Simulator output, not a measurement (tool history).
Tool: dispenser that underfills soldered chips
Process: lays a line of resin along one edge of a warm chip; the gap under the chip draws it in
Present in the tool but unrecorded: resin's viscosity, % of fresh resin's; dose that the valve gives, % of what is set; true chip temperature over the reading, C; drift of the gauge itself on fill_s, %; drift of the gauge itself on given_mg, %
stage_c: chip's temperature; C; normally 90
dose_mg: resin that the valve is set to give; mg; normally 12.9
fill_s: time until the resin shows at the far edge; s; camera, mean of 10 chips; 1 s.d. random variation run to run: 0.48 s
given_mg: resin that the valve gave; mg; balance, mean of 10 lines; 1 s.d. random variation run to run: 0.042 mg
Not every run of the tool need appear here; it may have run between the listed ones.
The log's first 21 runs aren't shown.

run,hour,stage_c,dose_mg,hours of work since the syringe was changed,hours of work since the valve was cleaned,hours of work since the stage was calibrated,fill_s,given_mg
# hour 181.3: new syringe of resin
22,186.8,104,12.5,4,124,333,36.4,11.92
23,194.2,82,13.9,9,129,338,96.7,13.22
# hour 195.7: new syringe of resin
# hour 202.7: dispensing valve cleaned and set on the balance
24,208.4,82,13.9,8,4,347,90.7,13.81
# hour 211.4: new syringe of resin
25,218.5,103,11.1,5,11,354,41.8,11.02
# hour 225.8: new syringe of resin
26,227.8,103,11.1,1,17,360,32.4,11.01
27,237.4,103,11.1,8,24,367,53,11.04
# hour 240: new syringe of resin
28,243.2,103,11.1,2,28,371,34.1,10.94
# hour 254.5: new syringe of resin
29,254.6,103,11.1,0,35,379,27.9,10.86
30,262.6,93,13.5,6,41,384,55.8,13.34
# hour 268.8: new syringe of resin
31,270.4,101,12.4,1,46,389,32.6,12.14
# hour 283.1: new syringe of resin
32,283.1,101,12.4,0,55,398,29.1,12.09

Predict the results of run 33:
33,290.4,93,11,5,60,403,?,?

{"run 33": {"fill_s": 53.9, "given_mg": 10.72}}
Take away the tool's hidden state, keep the run-to-run variation as it was, and the same run would have given fill_s 35.4 s, given_mg 11.03 mg.
